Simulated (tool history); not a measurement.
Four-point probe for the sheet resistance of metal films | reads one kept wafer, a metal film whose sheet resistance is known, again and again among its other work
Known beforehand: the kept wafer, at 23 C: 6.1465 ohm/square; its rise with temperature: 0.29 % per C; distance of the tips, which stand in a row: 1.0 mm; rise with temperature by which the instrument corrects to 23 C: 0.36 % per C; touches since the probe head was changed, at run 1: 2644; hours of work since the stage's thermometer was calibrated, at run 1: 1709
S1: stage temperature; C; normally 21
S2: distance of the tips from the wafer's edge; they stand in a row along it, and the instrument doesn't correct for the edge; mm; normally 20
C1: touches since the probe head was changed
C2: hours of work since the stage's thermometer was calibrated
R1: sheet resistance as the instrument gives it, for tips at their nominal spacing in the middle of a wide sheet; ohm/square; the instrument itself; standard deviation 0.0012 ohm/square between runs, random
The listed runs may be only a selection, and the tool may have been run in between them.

| run | hour | S1 | S2 | C1 | C2 | R1 |
|---|---|---|---|---|---|---|
| 1 | 0.0 | 21 | 20 | 2644 | 1709 | 6.163920 |
| 2 | 30.7 | 21 | 20 | 3166 | 1722 | 6.163082 |
| 3 | 58.3 | 21 | 20 | 3635 | 1734 | 6.165491 |
| 4 | 83.4 | 21 | 20 | 4062 | 1745 | 6.161800 |
| 5 | 112.3 | 23 | 20 | 4553 | 1757 | 6.154019 |
| 6 | 126.4 | 23 | 20 | 4793 | 1764 | 6.155849 |
| 7 | 150.6 | 23 | 20 | 5205 | 1774 | 6.153433 |
| 8 | 174.1 | 23 | 20 | 5605 | 1784 | 6.152901 |
| 9 | 195.7 | 23 | 20 | 5971 | 1794 | 6.153401 |
| 10 | 212.8 | 23 | 20 | 6263 | 1801 | 6.152601 |
| 11 | 234.0 | 19 | 20 | 6622 | 1810 | 6.169668 |
|  | 237.5 | stage's thermometer calibrated |
| 12 | 250.3 | 19 | 20 | 6892 | 6 | 6.175672 |
| 13 | 276.4 | 25 | 20 | 7336 | 17 | 6.147528 |
| 14 | 298.5 | 25 | 20 | 7711 | 27 | 6.148202 |
|  | 318.6 | stage's thermometer calibrated, once more |
| 15 | 327.1 | 25 | 20 | 8189 | 4 | 6.137763 |
| 16 | 358.6 | 21 | 5 | 8724 | 17 | 6.277449 |
| 17 | 384.1 | 21 | 5 | 9158 | 29 | 6.276870 |
| 18 | 411.5 | 21 | 5 | 9624 | 40 | 6.275315 |
| 19 | 430.0 | 21 | 5 | 9939 | 49 | 6.278425 |
| 20 | 462.1 | 21 | 5 | 10484 | 62 | 6.278552 |
| 21 | 475.7 | 22 | 4 | 10716 | 68 | 6.343838 |
| 22 | 508.1 | 19 | 21 | 11266 | 83 | 6.165080 |
| 23 | 537.7 | 19 | 21 | 11770 | 95 | 6.164272 |
| 24 | 570.1 | 35 | 55 | 12320 | 110 | 6.088268 |
| 25 | 584.5 | 21 | 43 | 12565 | 116 | 6.149215 |
| 26 | 612.5 | 21 | 43 | 13041 | 128 | 6.152002 |
| 27 | 642.5 | 21 | 5 | 13551 | 141 | 6.274970 |
| 28 | 656.3 | 28 | 41 | 13786 | 147 | 6.119530 |
| 29 | 679.0 | 28 | 41 | 14173 | 157 | 6.114863 |
| 30 | 693.4 | 21 | 32 | 14416 | 163 | 6.151296 |
| 31 | 725.8 | 33 | 17 | 14968 | 177 | 6.106332 |
| 32 | 745.9 | 33 | 17 | 15310 | 186 | 6.105457 |
| 33 | 775.7 | 33 | 17 | 15816 | 199 | 6.106829 |
| 34 | 790.2 | 29 | 13 | 16063 | 205 | 6.133975 |
| 35 | 815.1 | 27 | 13 | 16485 | 216 | 6.137668 |
| 36 | 846.1 | 28 | 6 | 17012 | 230 | 6.207620 |
| 37 | 861.0 | 20 | 6 | 17266 | 236 | 6.241954 |
| 38 | 893.4 | 20 | 6 | 17817 | 250 | 6.241595 |
| 39 | 908.8 | 18 | 4 | 18080 | 257 | 6.362418 |

For some of the steps in R1 from one run to the next: how much would appear even if the tool had no hidden state, given the settings, what came in and random variation, and how much remains for the hidden state plus any gauge scatter that the measured result and the result without hidden state don't share?
Hidden conditions of the tool in this case: inner tips' distance over the nominal, %; tips' flats over new ones', %; wafer's true temperature over the reading, C; drift of the gauge itself on sheet_ohm, %.
Run 11 -> 12: stage's thermometer calibrated. R1 +0.006004 ohm/square: hidden state +0.003570, all else +0.002434.
Run 12 -> 13: S1 19 -> 25. R1 -0.028144 ohm/square: hidden state -0.000262, all else -0.027882.
Run 14 -> 15: stage's thermometer calibrated, once more. R1 -0.010439 ohm/square: hidden state -0.009400, all else -0.001039.
Run 15 -> 16: S1 25 -> 21, S2 20 -> 5. R1 +0.139686 ohm/square: hidden state -0.000249, all else +0.139935.
Run 21 -> 22: S1 22 -> 19, S2 4 -> 21. R1 -0.178758 ohm/square: hidden state +0.000111, all else -0.178869.
Run 27 -> 28: S1 21 -> 28, S2 5 -> 41. R1 -0.155440 ohm/square: hidden state +0.000124, all else -0.155564.
